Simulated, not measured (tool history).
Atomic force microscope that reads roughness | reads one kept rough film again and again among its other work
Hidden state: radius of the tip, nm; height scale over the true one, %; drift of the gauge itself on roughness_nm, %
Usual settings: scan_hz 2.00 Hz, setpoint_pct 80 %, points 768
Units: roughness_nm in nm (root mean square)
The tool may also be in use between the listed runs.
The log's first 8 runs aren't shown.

run    hour  scan_hz  setpoint_pct  points  pictures with this tip  hours of work since the height scale was calibrated  roughness_nm
  9   333.2     2.00            58     768                     262                                                 1094         3.971
      345.0  -- new tip fitted
 10   390.3     2.00            80     768                      74                                                 1122         3.451
 11   451.6     2.00            80     768                     174                                                 1153         3.448
 12   500.6     2.00            80     910                     255                                                 1177         3.451
      515.4  -- new tip fitted
 13   560.6     2.00            80     910                      74                                                 1207         3.458
 14   605.9     0.67            80     768                     149                                                 1230         3.905
 15   632.3     1.06            80     768                     192                                                 1243         3.768
 16   683.8     2.00            80     768                     276                                                 1269         3.441
      690.0  -- new tip fitted
 17   744.4     2.00            80     768                      89                                                 1299         3.458
 18   776.7     2.00            56     752                     142                                                 1315         3.960
 19   809.6     2.00            56     752                     196                                                 1331         4.000
      861.8  -- new tip fitted
 20   862.2     2.00            56     752                       1                                                 1357         3.998
 21   910.8     2.99            78     532                      81                                                 1382         3.226
 22   969.0     0.82            80     977                     176                                                 1411         3.857
 23  1029.9     0.82            80     977                     276                                                 1441         3.839
     1034.8  -- new tip fitted
 24  1083.3     1.09            80     411                      80                                                 1468         3.744
 25  1108.5     1.09            80     411                     121                                                 1480         3.698
 26  1153.5     3.43            67     636                     195                                                 1503         3.538
     1206.4  -- new tip fitted
 27  1209.5     2.16            82     364                       5                                                 1531         3.280
 28  1258.6     2.16            82     364                      85                                                 1555         3.277
 29  1311.4     0.70            84     636                     172                                                 1582         3.811
 30  1362.7     2.18            88     774                     256                                                 1607         3.093
     1379.4  -- new tip fitted
 31  1397.1     3.06            62     473                      29                                                 1625         3.744
 32  1442.0     3.83            66     590                     103                                                 1647         3.512

Run 33 comes next. What will it give?
 33  1483.2     3.83            66     590                     170                                                 1668             ?

{"run 33": {"roughness_nm": 3.491}}
Without the tool's hidden state the same run would have given roughness_nm 3.498 nm (root mean square).
